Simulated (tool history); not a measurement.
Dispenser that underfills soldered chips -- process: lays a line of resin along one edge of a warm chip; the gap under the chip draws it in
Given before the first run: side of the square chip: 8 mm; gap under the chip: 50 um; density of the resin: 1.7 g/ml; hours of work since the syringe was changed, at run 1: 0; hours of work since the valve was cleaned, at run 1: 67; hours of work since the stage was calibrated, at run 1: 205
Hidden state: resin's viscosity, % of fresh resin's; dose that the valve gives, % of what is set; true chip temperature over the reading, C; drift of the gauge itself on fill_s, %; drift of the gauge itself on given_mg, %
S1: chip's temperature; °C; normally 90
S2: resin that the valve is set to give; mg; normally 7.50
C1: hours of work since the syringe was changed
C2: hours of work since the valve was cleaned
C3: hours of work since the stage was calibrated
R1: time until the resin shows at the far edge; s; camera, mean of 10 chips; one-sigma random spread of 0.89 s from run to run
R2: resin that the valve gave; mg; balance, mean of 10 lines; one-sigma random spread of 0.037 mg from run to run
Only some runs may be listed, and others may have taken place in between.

| run | hour | S1 | S2 | C1 | C2 | C3 | R1 | R2 |
|---|---|---|---|---|---|---|---|---|
| 1 | 0.0 | 90 | 7.50 | 0 | 67 | 205 | 82.9 | 7.02 |
| 2 | 11.9 | 90 | 7.50 | 8 | 75 | 213 | 153.2 | 6.92 |
|  | 18.6 | new syringe of resin |
| 3 | 19.7 | 90 | 7.50 | 1 | 81 | 218 | 89.2 | 6.95 |
| 4 | 25.2 | 90 | 6.83 | 4 | 84 | 222 | 121.3 | 6.28 |
| 5 | 33.6 | 98 | 7.50 | 10 | 90 | 228 | 136.0 | 6.84 |
|  | 36.5 | new syringe of resin |
| 6 | 44.0 | 89 | 7.50 | 5 | 97 | 235 | 128.4 | 6.81 |
|  | 54.1 | new syringe of resin |
| 7 | 56.3 | 90 | 8.13 | 1 | 105 | 243 | 92.0 | 7.28 |
|  | 61.0 | dispensing valve cleaned and set on the balance |
| 8 | 64.8 | 85 | 8.13 | 7 | 3 | 248 | 160.0 | 8.09 |
|  | 73.4 | new syringe of resin |
| 9 | 76.8 | 85 | 8.13 | 2 | 10 | 256 | 117.3 | 8.03 |
| 10 | 88.0 | 85 | 8.13 | 10 | 18 | 263 | 209.0 | 8.05 |
|  | 91.7 | new syringe of resin |
| 11 | 98.4 | 85 | 8.13 | 5 | 25 | 270 | 133.8 | 7.85 |
|  | 110.2 | new syringe of resin |
| 12 | 111.4 | 102 | 8.13 | 1 | 33 | 279 | 56.1 | 7.86 |
| 13 | 117.3 | 102 | 8.13 | 5 | 37 | 283 | 75.2 | 7.85 |
|  | 128.2 | new syringe of resin |
| 14 | 129.9 | 102 | 8.13 | 1 | 46 | 291 | 56.9 | 7.71 |
| 15 | 139.9 | 90 | 7.50 | 8 | 52 | 298 | 147.6 | 7.10 |
|  | 145.8 | new syringe of resin |
| 16 | 148.1 | 90 | 7.50 | 2 | 58 | 303 | 91.9 | 7.09 |
| 17 | 154.8 | 90 | 8.29 | 6 | 62 | 308 | 124.7 | 7.76 |
|  | 163.8 | new syringe of resin |
| 18 | 165.4 | 90 | 7.50 | 1 | 69 | 315 | 90.2 | 7.02 |
| 19 | 177.2 | 85 | 8.50 | 9 | 77 | 322 | 189.4 | 7.89 |
|  | 182.1 | new syringe of resin |
| 20 | 190.7 | 85 | 8.50 | 6 | 86 | 331 | 148.4 | 7.83 |
|  | 199.9 | new syringe of resin |
| 21 | 201.3 | 85 | 8.26 | 1 | 93 | 338 | 102.7 | 7.56 |

Run 22 comes next. What will it give?
| 22 | 213.0 | 76 | 6.59 | 9 | 101 | 346 | ? | ? |

R1: 292.5 s
R2: 5.96 mg
Take away the tool's hidden state, keep the run-to-run variation as it was, and the same run would have given R1 149.0 s, R2 6.59 mg.
